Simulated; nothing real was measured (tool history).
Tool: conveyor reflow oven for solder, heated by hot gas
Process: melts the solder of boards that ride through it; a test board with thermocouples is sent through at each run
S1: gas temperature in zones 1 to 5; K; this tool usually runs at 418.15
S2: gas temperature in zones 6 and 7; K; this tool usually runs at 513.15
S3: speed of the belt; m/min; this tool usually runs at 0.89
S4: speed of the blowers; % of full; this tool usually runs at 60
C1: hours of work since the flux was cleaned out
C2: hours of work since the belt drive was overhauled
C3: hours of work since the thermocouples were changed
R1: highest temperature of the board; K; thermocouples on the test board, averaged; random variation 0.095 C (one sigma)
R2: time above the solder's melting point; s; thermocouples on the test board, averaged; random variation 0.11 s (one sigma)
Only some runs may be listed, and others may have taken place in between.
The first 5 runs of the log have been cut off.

run   hour      S1      S2     S3  S4   C1    C2   C3      R1    R2
       134  -- thermocouples of zones 6 and 7 changed
  6  161.5  424.15  513.15   0.89  60  156   712   14  494.05  40.4
  7  195.5  424.15  513.15   0.89  60  174   730   31  494.13  40.5
  8  226.6  419.15  513.15   0.89  60  190   746   47  492.85  38.5
  9  261.1  419.15  513.15   0.89  60  207   763   65  492.76  38.7
 10  287.5  418.15  513.15  1.022  60  221   777   78  487.19  30.3
 11  328.7  406.15  513.15  1.022  60  242   798   99  483.59    26
     337.6  -- flux residue cleaned out of gas plates and filters
 12  379.3  418.15  513.15  0.996  60   21   821  123  486.89  30.6
 13  410.8  418.15  513.15   0.89  60   37   837  139  491.14  37.5
 14  443.1  418.15  513.15   0.89  60   54   854  155  491.19  37.6
 15  474.5  418.15  513.15   0.89  60   70   870  171  491.02  37.4
 16  502.7  418.15  513.15  1.038  60   84   884  186  484.52  28.1
 17    529  418.15  507.15  0.817  60   98   897  199  489.11  40.1
 18  559.4  418.15  507.15  0.817  60  113   913  215  488.87    40
 19  588.9  418.15  507.15  0.817  60  128   928  230  488.92  39.7
     617.5  -- flux residue cleaned out of gas plates and filters, once more
 20  625.2  429.15  511.15  0.824  60    4   944  246  497.77  47.3
 21  644.8  431.15  513.15  0.949  68   14   954  256  496.71  40.9
 22  671.3  418.15  528.15  0.783  69   27   967  269  513.77  52.6
 23  690.5  418.15  516.15  0.978  69   37   977  279  495.36  36.1
 24  712.3  431.15  505.15  1.026  60   48   988  290  486.05  33.3
 25  749.5  431.15  508.15  0.974  60   67  1007  309  490.14  37.2

Run 26 has not been measured yet. What should we expect?
 26   781  409.15  508.15  0.769  60  83  1023  325   ?   ?

For run 26 the tool returned R1 493.41 K, R2 43.1 s.
With no hidden state in the tool, this same run would have given R1 491.89 K, R2 41.2 s.
